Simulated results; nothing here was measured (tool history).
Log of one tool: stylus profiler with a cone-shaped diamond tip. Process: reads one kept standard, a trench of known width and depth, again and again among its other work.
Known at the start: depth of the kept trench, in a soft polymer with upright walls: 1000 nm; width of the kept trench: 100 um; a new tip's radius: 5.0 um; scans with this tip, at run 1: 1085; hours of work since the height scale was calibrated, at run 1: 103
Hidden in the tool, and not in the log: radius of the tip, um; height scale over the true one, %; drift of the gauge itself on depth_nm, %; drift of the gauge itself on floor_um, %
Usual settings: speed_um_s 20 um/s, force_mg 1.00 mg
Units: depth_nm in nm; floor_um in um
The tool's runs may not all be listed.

run	hour	speed_um_s	force_mg	scans with this tip	hours of work since the height scale was calibrated	depth_nm	floor_um
1	0.0	20	1.00	1085	103	1006.48	93.84
2	12.2	20	1.00	1178	112	1006.40	93.86
3	28.8	20	1.00	1305	124	1006.53	93.82
4	42.6	20	1.00	1411	134	1006.64	93.79
5	52.1	20	1.00	1484	141	1006.17	93.83
6	59.2	20	1.00	1538	147	1006.57	93.83
7	69.3	20	1.00	1615	154	1006.75	93.80
8	80.9	20	1.00	1704	162	1006.48	93.83
9	92.4	20	1.00	1792	171	1006.92	93.75
10	106.7	69	1.00	1902	181	1006.39	93.46
11	120.3	20	1.00	2006	191	1006.56	93.79
12	135.4	20	1.00	2121	202	1006.70	93.85
13	148.9	20	1.00	2225	212	1006.53	93.87
14	165.5	20	1.00	2352	224	1006.22	93.91
15	178.9	20	1.00	2454	234	1006.72	93.82
16	189.8	20	1.00	2537	242	1006.26	93.85
17	204.6	20	1.00	2651	253	1006.34	93.83
18	216.7	20	1.00	2744	261	1006.49	93.82
19	230.2	20	1.00	2847	271	1006.33	93.82
20	242.5	20	1.00	2941	280	1006.21	93.83
21	258.0	20	1.00	3060	292	1006.31	93.82
22	268.5	10	1.00	3140	299	1006.50	93.82
23	276.8	10	1.00	3204	305	1006.87	93.88
24	289.0	58	2.66	3297	314	1011.81	93.73
25	302.2	58	2.66	3398	324	1012.37	93.72
26	318.5	75	2.66	3523	336	1012.62	93.61
27	333.8	75	2.66	3640	347	1012.74	93.63
28	342.0	13	0.94	3703	353	1006.11	93.91
29	355.3	55	0.44	3805	362	1003.49	93.29
30	372.0	55	0.44	3933	375	1004.12	93.33
31	382.4	9	1.07	4012	382	1007.10	93.93
32	391.0	6	0.57	4078	389	1005.04	93.89
33	399.5	36	1.99	4143	395	1010.32	93.83
34	412.0	36	1.99	4239	404	1010.23	93.80
35	425.8	12	2.98	4345	414	1013.02	93.99
36	441.0	6	2.11	4461	425	1011.05	93.93
37	456.9	8	0.58	4582	437	1004.09	93.89
38	469.1	10	0.37	4675	445	1003.09	93.86
39	479.3	10	1.11	4754	453	1007.13	93.92
40	495.6	50	1.48	4879	465	1008.26	93.72
41	511.4	19	0.85	4999	476	1006.03	93.82
42	523.9	19	0.85	5095	485	1005.95	93.81
43	535.2	7	0.51	5182	494	1003.79	93.88
44	546.9	7	0.51	5271	502	1004.15	93.90
45	554.3	5	0.68	5328	508	1004.81	93.94
46	569.1	39	0.37	5441	518	1003.56	93.45

5 ways to go on from here, each from the tool as it stands after run 46. What would each give?
A	582.9	57	1.49	5547	528	?	?
B	582.9	18	1.17	5547	528	?	?
C	582.9	6	2.91	5547	528	?	?
D	582.9	7	1.00	5547	528	?	?
E	582.9	44	1.00	5547	528	?	?

run	depth_nm	floor_um
A	1008.37	93.65
B	1007.01	93.87
C	1013.53	93.91
D	1006.20	93.92
E	1006.06	93.58
Without the tool's hidden state the same runs would have given:
run	depth_nm	floor_um
A	1008.36	93.67
B	1007.00	93.89
C	1013.52	93.93
D	1006.19	93.94
E	1006.05	93.60
